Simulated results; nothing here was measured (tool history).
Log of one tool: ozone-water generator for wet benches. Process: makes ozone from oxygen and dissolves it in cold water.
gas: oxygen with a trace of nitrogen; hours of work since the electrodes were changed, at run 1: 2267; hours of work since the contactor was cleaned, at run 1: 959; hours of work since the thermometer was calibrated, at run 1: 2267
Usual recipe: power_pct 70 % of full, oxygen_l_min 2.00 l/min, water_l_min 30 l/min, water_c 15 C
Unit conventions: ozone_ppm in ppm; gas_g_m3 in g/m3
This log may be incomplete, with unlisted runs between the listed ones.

run    hour  power_pct  oxygen_l_min  water_l_min  water_c  hours of work since the electrodes were changed  hours of work since the contactor was cleaned  hours of work since the thermometer was calibrated  ozone_ppm  gas_g_m3
  1     0.0         70          2.00           30       15                                             2267                                            959                                                2267       5.99     129.0
  2   160.8         70          2.00           30       15                                             2380                                           1071                                                2380       5.79     125.7
  3   294.0         70          2.30           30       15                                             2473                                           1164                                                2473       6.30     118.7
  4   374.1         70          2.30           30       15                                             2529                                           1220                                                2529       6.13     118.5
  5   475.2         70          2.30           30       15                                             2599                                           1291                                                2599       6.16     119.7
  6   583.8         70          2.30           30       15                                             2675                                           1366                                                2675       6.22     118.3
  7   655.9         70          2.30           30       15                                             2726                                           1417                                                2726       6.12     118.3
      675.1  -- contactor cleaned
  8   732.7         70          2.00           30       15                                             2777                                             40                                                2777       5.70     125.9
  9   861.8         81          2.29           30       12                                             2867                                            131                                                2867       6.67     125.9
 10   945.8         81          2.79           26       12                                             2925                                            189                                                2925       8.32     116.6
     1014.8  -- contactor cleaned, once more
 11  1029.2         90          1.31           26       12                                             2981                                             10                                                2981       6.28     163.6
 12  1125.4         90          1.31           18       12                                             3048                                             77                                                3048       9.23     162.9
 13  1287.0         57          1.00           19       16                                             3161                                            190                                                3161       6.23     146.4

Forecast run 14:
 14  1433.7         62          2.00           30       15                                             3264                                            293                                                3264          ?         ?

{"run 14": {"ozone_ppm": 5.45, "gas_g_m3": 114.3}}
The same run, on a tool lacking any hidden state, would have yielded ozone_ppm 6.49 ppm, gas_g_m3 135.5 g/m3.

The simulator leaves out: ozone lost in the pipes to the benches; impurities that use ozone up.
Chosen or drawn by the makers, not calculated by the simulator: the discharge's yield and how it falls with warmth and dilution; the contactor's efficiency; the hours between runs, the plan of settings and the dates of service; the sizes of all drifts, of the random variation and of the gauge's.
